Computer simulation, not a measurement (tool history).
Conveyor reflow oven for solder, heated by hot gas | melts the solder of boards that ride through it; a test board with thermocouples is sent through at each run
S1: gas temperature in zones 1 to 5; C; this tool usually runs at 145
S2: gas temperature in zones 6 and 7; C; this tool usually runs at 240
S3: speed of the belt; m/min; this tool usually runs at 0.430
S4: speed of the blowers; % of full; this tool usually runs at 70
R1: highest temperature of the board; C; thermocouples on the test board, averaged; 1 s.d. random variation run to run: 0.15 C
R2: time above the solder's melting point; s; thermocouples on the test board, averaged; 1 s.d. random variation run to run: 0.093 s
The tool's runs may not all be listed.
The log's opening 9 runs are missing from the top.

run 10 hour=516.5 | S1=145 S2=240 S3=0.430 S4=70 | R1=222.6 R2=70.53
run 11 hour=554.9 | S1=145 S2=240 S3=0.430 S4=70 | R1=222.4 R2=70.56
run 12 hour=626.4 | S1=145 S2=240 S3=0.430 S4=70 | R1=221.9 R2=70.36
-- hour=670.7 thermocouples of zones 6 and 7 changed
-- hour=702.2 flux residue cleaned out of gas plates and filters, once more
run 13 hour=709.9 | S1=145 S2=240 S3=0.430 S4=70 | R1=225.9 R2=73.42
run 14 hour=748.0 | S1=145 S2=240 S3=0.430 S4=70 | R1=225.7 R2=73.26
run 15 hour=820.3 | S1=145 S2=240 S3=0.430 S4=70 | R1=225.4 R2=73.03
run 16 hour=859.4 | S1=145 S2=240 S3=0.430 S4=70 | R1=225.6 R2=73.03
run 17 hour=911.2 | S1=154 S2=236 S3=0.430 S4=70 | R1=223.1 R2=75.80
-- hour=918.8 belt drive overhauled, speed set with a stopwatch
run 18 hour=953.6 | S1=154 S2=236 S3=0.430 S4=70 | R1=222.5 R2=73.52
run 19 hour=1014.0 | S1=154 S2=251 S3=0.390 S4=70 | R1=238.0 R2=89.99
run 20 hour=1051.9 | S1=154 S2=244 S3=0.351 S4=72 | R1=234.4 R2=98.25
run 21 hour=1130.2 | S1=145 S2=240 S3=0.433 S4=70 | R1=223.7 R2=69.81
-- hour=1161.5 flux residue cleaned out of gas plates and filters
run 22 hour=1181.6 | S1=132 S2=230 S3=0.429 S4=78 | R1=215.6 R2=60.28
run 23 hour=1229.6 | S1=145 S2=240 S3=0.373 S4=88 | R1=231.3 R2=87.44
run 24 hour=1294.4 | S1=145 S2=240 S3=0.404 S4=70 | R1=226.0 R2=77.10
run 25 hour=1347.8 | S1=145 S2=240 S3=0.404 S4=70 | R1=225.7 R2=76.89
run 26 hour=1421.1 | S1=145 S2=240 S3=0.500 S4=70 | R1=218.9 R2=57.07
run 27 hour=1482.9 | S1=140 S2=240 S3=0.430 S4=56 | R1=218.3 R2=63.94
run 28 hour=1563.5 | S1=154 S2=240 S3=0.356 S4=70 | R1=228.9 R2=94.51
run 29 hour=1609.9 | S1=154 S2=240 S3=0.438 S4=70 | R1=223.8 R2=73.49
-- hour=1621.8 flux residue cleaned out of gas plates and filters
run 30 hour=1674.6 | S1=132 S2=240 S3=0.358 S4=70 | R1=226.9 R2=83.48

3 ways to go on from here, each from the tool as it stands after run 30. What would each give?
run A hour=1715.2 | S1=132 S2=240 S3=0.378 S4=70 | R1=? R2=?
run B hour=1715.2 | S1=132 S2=233 S3=0.358 S4=74 | R1=? R2=?
run C hour=1715.2 | S1=142 S2=252 S3=0.358 S4=90 | R1=? R2=?

run=A R1=225.2 R2=77.37
run=B R1=221.4 R2=79.38
run=C R1=242.5 R2=95.91
The same runs, with their run-to-run variation unchanged, on a tool lacking any hidden condition would have given:
run=A R1=227.4 R2=78.40
run=B R1=223.6 R2=80.59
run=C R1=244.9 R2=96.25

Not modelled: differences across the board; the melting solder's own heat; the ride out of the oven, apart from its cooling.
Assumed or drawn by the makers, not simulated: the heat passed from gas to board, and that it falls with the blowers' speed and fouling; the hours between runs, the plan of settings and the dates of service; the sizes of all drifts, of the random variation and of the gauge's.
